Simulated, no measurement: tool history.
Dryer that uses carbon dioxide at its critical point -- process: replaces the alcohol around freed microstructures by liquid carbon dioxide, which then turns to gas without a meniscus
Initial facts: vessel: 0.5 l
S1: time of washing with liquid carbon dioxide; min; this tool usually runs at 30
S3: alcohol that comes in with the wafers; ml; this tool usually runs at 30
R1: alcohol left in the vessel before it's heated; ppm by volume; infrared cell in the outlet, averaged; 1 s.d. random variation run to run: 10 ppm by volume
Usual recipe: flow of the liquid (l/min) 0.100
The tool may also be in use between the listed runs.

Run 1, hour 0.0: usual settings. Result: R1 822 ppm by volume.
Run 2, hour 16.2: usual settings but S1 23 min. Result: R1 2286 ppm by volume.
Run 3, hour 29.2: usual settings but S1 23 min. Result: R1 2286 ppm by volume.
Run 4, hour 45.7: usual settings but flow of the liquid (l/min) 0.093. Result: R1 1218 ppm by volume.
Run 5, hour 57.8: usual settings but S3 25 ml. Result: R1 710 ppm by volume.
Run 6, hour 74.3: usual settings but flow of the liquid (l/min) 0.153. Result: R1 94 ppm by volume.
Run 7, hour 91.4: usual settings. Result: R1 931 ppm by volume.
Run 8, hour 104.3: usual settings. Result: R1 904 ppm by volume.
Run 9, hour 113.8: usual settings. Result: R1 932 ppm by volume.
Run 10, hour 123.2: usual settings. Result: R1 932 ppm by volume.
Run 11, hour 137.3: usual settings. Result: R1 940 ppm by volume.
Run 12, hour 145.9: usual settings. Result: R1 979 ppm by volume.
Run 13, hour 156.3: usual settings. Result: R1 976 ppm by volume.
Run 14, hour 163.4: usual settings. Result: R1 966 ppm by volume.
Run 15, hour 175.6: usual settings. Result: R1 1005 ppm by volume.
Run 16, hour 189.0: usual settings but flow of the liquid (l/min) 0.061. Result: R1 5479 ppm by volume.
Run 17, hour 203.8: usual settings but flow of the liquid (l/min) 0.061. Result: R1 5406 ppm by volume.
Run 18, hour 211.7: usual settings but S1 28 min, flow of the liquid (l/min) 0.094. Result: R1 1694 ppm by volume.
Run 19, hour 220.1: usual settings but S1 28 min, flow of the liquid (l/min) 0.094. Result: R1 1724 ppm by volume.
Run 20, hour 228.5: usual settings but S1 28 min, flow of the liquid (l/min) 0.094. Result: R1 1743 ppm by volume.
Run 21, hour 243.1: usual settings but S1 44 min, flow of the liquid (l/min) 0.094. Result: R1 279 ppm by volume.
Run 22, hour 252.5: usual settings but S1 44 min, flow of the liquid (l/min) 0.094. Result: R1 267 ppm by volume.
Run 23, hour 270.0: usual settings but S1 44 min, flow of the liquid (l/min) 0.094. Result: R1 273 ppm by volume.
At hour 276.5: inlet filter changed.
Run 24, hour 281.4: usual settings but flow of the liquid (l/min) 0.108, S3 47 ml. Result: R1 661 ppm by volume.
Run 25, hour 292.3: usual settings but S1 40 min, flow of the liquid (l/min) 0.084, S3 31 ml. Result: R1 432 ppm by volume.
Run 26, hour 305.0: usual settings but S1 23 min, flow of the liquid (l/min) 0.166, S3 25 ml. Result: R1 161 ppm by volume.
Run 27, hour 318.6: usual settings but S1 28 min, flow of the liquid (l/min) 0.122, S3 49 ml. Result: R1 540 ppm by volume.
Run 28, hour 326.0: usual settings but S1 26 min, flow of the liquid (l/min) 0.135, S3 34 ml. Result: R1 330 ppm by volume.
Run 29, hour 334.2: usual settings but S1 20 min, flow of the liquid (l/min) 0.135, S3 102 ml. Result: R1 3043 ppm by volume.

Forecast each of these 5 alternatives for the next run:
Run A, hour 349.5: usual settings but S1 38 min, flow of the liquid (l/min) 0.085, S3 67 ml. Result: R1 ?.
Run B, hour 349.5: usual settings but flow of the liquid (l/min) 0.066. Result: R1 ?.
Run C, hour 349.5: usual settings but S1 23 min, flow of the liquid (l/min) 0.070, S3 90 ml. Result: R1 ?.
Run D, hour 349.5: usual settings but S1 20 min, flow of the liquid (l/min) 0.135, S3 21 ml. Result: R1 ?.
Run E, hour 349.5: usual settings but S1 28 min, flow of the liquid (l/min) 0.102, S3 28 ml. Result: R1 ?.

run     R1
  A   1120
  B   3432
  C  17000
  D    699
  E    786
Without the tool's hidden state the same runs would have given:
run     R1
  A    977
  B   3204
  C  16225
  D    598
  E    678

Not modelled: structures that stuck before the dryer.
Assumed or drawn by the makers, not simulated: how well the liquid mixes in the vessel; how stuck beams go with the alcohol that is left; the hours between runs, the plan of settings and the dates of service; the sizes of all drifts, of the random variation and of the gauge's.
